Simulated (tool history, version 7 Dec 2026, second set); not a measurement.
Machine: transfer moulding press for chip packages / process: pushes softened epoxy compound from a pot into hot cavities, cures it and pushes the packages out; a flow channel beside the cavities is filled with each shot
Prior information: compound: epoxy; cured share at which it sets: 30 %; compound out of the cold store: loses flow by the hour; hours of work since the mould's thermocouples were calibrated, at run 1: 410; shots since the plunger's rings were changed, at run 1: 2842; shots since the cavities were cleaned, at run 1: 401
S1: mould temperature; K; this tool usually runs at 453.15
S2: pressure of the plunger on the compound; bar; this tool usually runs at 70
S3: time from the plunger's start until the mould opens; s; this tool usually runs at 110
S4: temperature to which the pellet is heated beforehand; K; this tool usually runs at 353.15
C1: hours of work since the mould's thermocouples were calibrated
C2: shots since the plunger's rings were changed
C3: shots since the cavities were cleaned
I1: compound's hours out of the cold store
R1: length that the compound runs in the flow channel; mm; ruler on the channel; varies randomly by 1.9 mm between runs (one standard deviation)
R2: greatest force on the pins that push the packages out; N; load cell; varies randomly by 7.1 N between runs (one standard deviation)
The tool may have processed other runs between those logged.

Run 1, day 0: usual settings; C1 410; C2 2842; C3 401; I1 40.3. Result: R1 864 mm, R2 461 N.
At day 0.15: cavities cleaned with cleaning compound and waxed.
Run 2, day 0.654: usual settings but S1 445.15 K; C1 421; C2 3037; C3 166; I1 23.7. Result: R1 958 mm, R2 574 N.
Run 3, day 1.288: usual settings but S1 445.15 K; C1 433; C2 3245; C3 374; I1 34.5. Result: R1 912 mm, R2 659 N.
At day 1.521: cavities cleaned with cleaning compound and waxed.
Run 4, day 1.642: usual settings; C1 438; C2 3342; C3 40; I1 27.9. Result: R1 911 mm, R2 327 N.
Run 5, day 2.188: usual settings; C1 448; C2 3522; C3 220; I1 13. Result: R1 975 mm, R2 395 N.
Run 6, day 2.629: usual settings; C1 457; C2 3667; C3 365; I1 23.1. Result: R1 927 mm, R2 441 N.
At day 2.867: plunger's sealing rings changed.
At day 3.017: cavities cleaned with cleaning compound and waxed.
Run 7, day 3.358: usual settings; C1 467; C2 141; C3 112; I1 23.2. Result: R1 954 mm, R2 338 N.
Run 8, day 3.696: usual settings; C1 473; C2 252; C3 223; I1 46.3. Result: R1 856 mm, R2 391 N.
Run 9, day 4.233: usual settings; C1 483; C2 429; C3 400; I1 42.3. Result: R1 872 mm, R2 449 N.
At day 4.417: cavities cleaned with cleaning compound and waxed.
Run 10, day 4.721: usual settings; C1 491; C2 568; C3 100; I1 26.7. Result: R1 933 mm, R2 346 N.
Run 11, day 5.075: usual settings but S3 103 s, S4 349.15 K; C1 498; C2 685; C3 217; I1 13.7. Result: R1 993 mm, R2 412 N.

Run 12 comes next. What will it give?
Run 12, day 5.404: usual settings but S1 456.15 K, S2 55.7 bar, S3 104 s, S4 360.15 K; C1 504; C2 793; C3 325; I1 30. Result: R1 ?, R2 ?.

R1: 810 mm
R2: 404 N
If the tool had no hidden condition, the same run with the same run-to-run variation would have returned R1 817 mm, R2 280 N.

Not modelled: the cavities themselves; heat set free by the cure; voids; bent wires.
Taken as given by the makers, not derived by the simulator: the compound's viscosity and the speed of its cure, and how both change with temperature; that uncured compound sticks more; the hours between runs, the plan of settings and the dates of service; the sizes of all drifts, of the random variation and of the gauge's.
